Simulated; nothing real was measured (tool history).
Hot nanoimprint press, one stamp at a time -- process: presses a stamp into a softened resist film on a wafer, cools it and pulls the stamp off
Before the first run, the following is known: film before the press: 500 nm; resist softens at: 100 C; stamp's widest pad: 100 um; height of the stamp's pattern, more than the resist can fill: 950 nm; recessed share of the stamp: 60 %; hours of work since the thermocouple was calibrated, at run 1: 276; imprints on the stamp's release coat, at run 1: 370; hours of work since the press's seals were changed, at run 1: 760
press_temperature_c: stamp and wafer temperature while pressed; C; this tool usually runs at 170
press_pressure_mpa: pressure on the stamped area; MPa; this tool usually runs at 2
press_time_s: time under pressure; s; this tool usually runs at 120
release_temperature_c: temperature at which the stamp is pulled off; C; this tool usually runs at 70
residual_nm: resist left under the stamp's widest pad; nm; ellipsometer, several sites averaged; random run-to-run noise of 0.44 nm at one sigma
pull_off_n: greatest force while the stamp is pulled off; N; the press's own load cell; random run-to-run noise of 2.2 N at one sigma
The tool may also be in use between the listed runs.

| run | hour | press_temperature_c | press_pressure_mpa | press_time_s | release_temperature_c | hours of work since the thermocouple was calibrated | imprints on the stamp's release coat | hours of work since the press's seals were changed | residual_nm | pull_off_n |
|---|---|---|---|---|---|---|---|---|---|---|
| 1 | 0 | 170 | 2 | 120 | 70 | 276 | 370 | 760 | 269.8 | 222 |
| 2 | 28.8 | 171 | 2 | 120 | 70 | 296 | 526 | 780 | 260.8 | 226 |
| 3 | 48.6 | 171 | 2 | 120 | 70 | 310 | 633 | 794 | 260.6 | 233 |
|  | 56.3 | stamp cleaned and given a new release coat |
|  | 79.3 | press's hydraulic seals changed and the load cell set to zero |
| 4 | 82.5 | 171 | 2 | 120 | 70 | 324 | 98 | 2 | 256 | 207 |
| 5 | 103.1 | 171 | 2 | 120 | 70 | 339 | 209 | 17 | 255.9 | 212 |
| 6 | 116.4 | 170 | 2.47 | 120 | 70 | 348 | 281 | 26 | 236.2 | 211 |
| 7 | 137.9 | 170 | 2 | 120 | 70 | 363 | 397 | 41 | 265 | 221 |
| 8 | 150.9 | 170 | 2 | 120 | 70 | 373 | 467 | 51 | 264 | 218 |
| 9 | 163.9 | 170 | 2 | 149 | 70 | 382 | 537 | 60 | 247.1 | 227 |
|  | 188.5 | stamp cleaned and given a new release coat |
| 10 | 198.3 | 170 | 2 | 120 | 70 | 402 | 52 | 80 | 264.3 | 206 |
|  | 228.7 | plate thermocouple calibrated |
| 11 | 232 | 170 | 2 | 120 | 70 | 2 | 218 | 101 | 259.8 | 211 |
| 12 | 247.2 | 170 | 2 | 120 | 70 | 13 | 300 | 112 | 260 | 214 |
| 13 | 275.8 | 170 | 2 | 120 | 60 | 33 | 455 | 132 | 259.7 | 271 |
|  | 285.9 | plate thermocouple calibrated, once more |
| 14 | 308.4 | 178 | 2 | 120 | 70 | 16 | 615 | 153 | 204.4 | 231 |
|  | 318.4 | stamp cleaned and given a new release coat |
| 15 | 330.8 | 178 | 2 | 120 | 70 | 27 | 67 | 165 | 204 | 209 |
| 16 | 344.3 | 179 | 2.64 | 116 | 62 | 37 | 140 | 174 | 168.8 | 259 |
| 17 | 362 | 167 | 2.11 | 76 | 58 | 49 | 235 | 187 | 329.5 | 280 |
| 18 | 390.5 | 170 | 2 | 118 | 69 | 70 | 389 | 207 | 270 | 226 |
| 19 | 415.6 | 170 | 2 | 98 | 63 | 87 | 525 | 225 | 284.4 | 268 |
|  | 442.4 | stamp cleaned and given a new release coat |
| 20 | 448.6 | 170 | 2 | 195 | 67 | 106 | 33 | 244 | 231.4 | 224 |
| 21 | 466.2 | 162 | 2.99 | 229 | 57 | 119 | 129 | 256 | 241.5 | 277 |
| 22 | 496.9 | 162 | 2.99 | 229 | 57 | 140 | 294 | 278 | 241.9 | 289 |
| 23 | 527.3 | 162 | 3.13 | 229 | 57 | 162 | 458 | 299 | 235.3 | 304 |
| 24 | 554.3 | 162 | 1.85 | 229 | 76 | 181 | 604 | 318 | 308.4 | 196 |
|  | 567.6 | stamp cleaned and given a new release coat |
| 25 | 591.5 | 162 | 1.85 | 229 | 76 | 203 | 129 | 340 | 306.6 | 181 |
| 26 | 608.3 | 179 | 3.15 | 229 | 72 | 215 | 220 | 352 | 118.3 | 204 |
| 27 | 633.6 | 168 | 2.76 | 120 | 70 | 233 | 357 | 370 | 242.3 | 218 |
| 28 | 648 | 170 | 1.98 | 156 | 70 | 243 | 434 | 380 | 247.5 | 222 |
| 29 | 676.9 | 170 | 1.98 | 156 | 70 | 263 | 590 | 401 | 246.8 | 233 |

How the hidden state differs across the entries between the runs, from the last listed run before each to the first after it:
In the gap between runs 3 and 4: stamp cleaned and given a new release coat (hour 56.3); press's hydraulic seals changed and the load cell set to zero (hour 79.3)
  true temperature over the reading, C: 0.5 -> 0.53; pressure that arrives at the usual setting, %: 97.66 -> 100.87; grip of the stamp's worn release coat, % over a new coat's: 12.1 -> 1.8
  measured minus no-state result, residual_nm: -1.4 -> -6 nm; pull_off_n: +23 -> +1 N
In the gap between runs 9 and 10: stamp cleaned and given a new release coat (hour 188.5)
  true temperature over the reading, C: 0.61 -> 0.65; pressure that arrives at the usual setting, %: 100.73 -> 100.68; grip of the stamp's worn release coat, % over a new coat's: 10.2 -> 1
  measured minus no-state result, residual_nm: -6.6 -> -7 nm; pull_off_n: +18 -> -1 N
In the gap between runs 10 and 11: plate thermocouple calibrated (hour 228.7)
  true temperature over the reading, C: 0.65 -> 1.07; pressure that arrives at the usual setting, %: 100.68 -> 100.63; grip of the stamp's worn release coat, % over a new coat's: 1 -> 4.1
  measured minus no-state result, residual_nm: -7 -> -10.7 nm; pull_off_n: -1 -> +2 N
In the gap between runs 13 and 14: plate thermocouple calibrated, once more (hour 285.9)
  true temperature over the reading, C: 1.12 -> 0.03; pressure that arrives at the usual setting, %: 100.55 -> 100.5; grip of the stamp's worn release coat, % over a new coat's: 8.6 -> 11.7
  measured minus no-state result, residual_nm: -11.1 -> -0.8 nm; pull_off_n: +16 -> +24 N
In the gap between runs 14 and 15: stamp cleaned and given a new release coat (hour 318.4)
  true temperature over the reading, C: 0.03 -> 0.05; pressure that arrives at the usual setting, %: 100.5 -> 100.47; grip of the stamp's worn release coat, % over a new coat's: 11.7 -> 1.2
  measured minus no-state result, residual_nm: -0.8 -> -0.9 nm; pull_off_n: +24 -> +3 N
In the gap between runs 19 and 20: stamp cleaned and given a new release coat (hour 442.4)
  true temperature over the reading, C: 0.14 -> 0.17; pressure that arrives at the usual setting, %: 100.32 -> 100.28; grip of the stamp's worn release coat, % over a new coat's: 10 -> 0.6
  measured minus no-state result, residual_nm: -1.8 -> -1.8 nm; pull_off_n: +24 -> +1 N
In the gap between runs 24 and 25: stamp cleaned and given a new release coat (hour 567.6)
  true temperature over the reading, C: 0.28 -> 0.31; pressure that arrives at the usual setting, %: 100.1 -> 100.05; grip of the stamp's worn release coat, % over a new coat's: 11.5 -> 2.4
  measured minus no-state result, residual_nm: -3.2 -> -3.5 nm; pull_off_n: +18 -> +3 N
